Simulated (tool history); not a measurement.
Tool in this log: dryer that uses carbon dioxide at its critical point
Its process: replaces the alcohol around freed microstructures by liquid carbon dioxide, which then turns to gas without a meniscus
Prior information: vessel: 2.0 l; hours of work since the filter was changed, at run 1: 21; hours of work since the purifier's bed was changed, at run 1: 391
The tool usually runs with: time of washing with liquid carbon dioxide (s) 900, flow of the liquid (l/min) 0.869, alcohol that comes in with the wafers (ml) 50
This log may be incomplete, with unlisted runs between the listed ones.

run,hour,time of washing with liquid carbon dioxide (s),flow of the liquid (l/min),alcohol that comes in with the wafers (ml),hours of work since the filter was changed,hours of work since the purifier's bed was changed,alcohol left in the vessel before it's heated (ppm by volume)
1,0.0,900,0.869,50,21,391,83
2,30.9,900,0.869,50,44,415,88
3,72.0,900,0.869,50,75,445,92
4,107.1,900,0.869,50,101,471,104
5,144.4,900,0.869,50,129,499,106
6,176.8,900,0.869,50,153,523,112
7,196.1,660,0.869,50,167,538,367
8,214.2,900,0.869,50,181,551,126
9,256.1,900,0.869,50,212,582,142
10,282.9,900,0.869,50,232,602,147
# hour 288.8: inlet filter changed
11,321.7,900,0.869,50,24,630,98
# hour 328.4: purifier's bed changed
12,365.3,900,0.965,50,55,27,27
13,392.3,1380,0.869,50,75,48,8
14,417.5,1380,0.869,50,94,66,19
15,447.0,1380,0.869,50,116,88,9
16,482.7,1380,0.869,50,142,115,17
17,513.1,900,0.869,50,165,138,85
18,543.5,900,0.869,50,188,160,93
19,576.7,900,0.869,50,212,185,99
# hour 609.5: inlet filter changed
20,614.4,900,0.869,25,4,212,45
21,640.6,900,0.862,50,23,232,70
22,662.6,900,0.869,50,40,248,76
23,697.2,900,0.869,50,65,274,80
24,715.7,900,0.524,50,79,288,624
25,747.6,900,0.524,86,103,312,1139
26,780.8,1140,0.869,50,128,336,55
27,813.3,780,0.869,106,152,360,343
28,851.0,540,1.128,21,180,389,146
29,888.4,540,1.128,21,208,416,153
# hour 925.7: inlet filter changed
30,925.7,1140,0.869,44,0,444,49
31,959.5,1140,0.869,44,25,469,50

Run 32, settings as shown, results not yet in. Your forecast:
32,977.4,1380,1.429,69,38,482,?

{"run 32": {"alcohol left in the vessel before it's heated (ppm by volume)": 44}}
With the hidden condition absent and the run-to-run variation left alone, this run would have shown alcohol left in the vessel before it's heated (ppm by volume) 2.

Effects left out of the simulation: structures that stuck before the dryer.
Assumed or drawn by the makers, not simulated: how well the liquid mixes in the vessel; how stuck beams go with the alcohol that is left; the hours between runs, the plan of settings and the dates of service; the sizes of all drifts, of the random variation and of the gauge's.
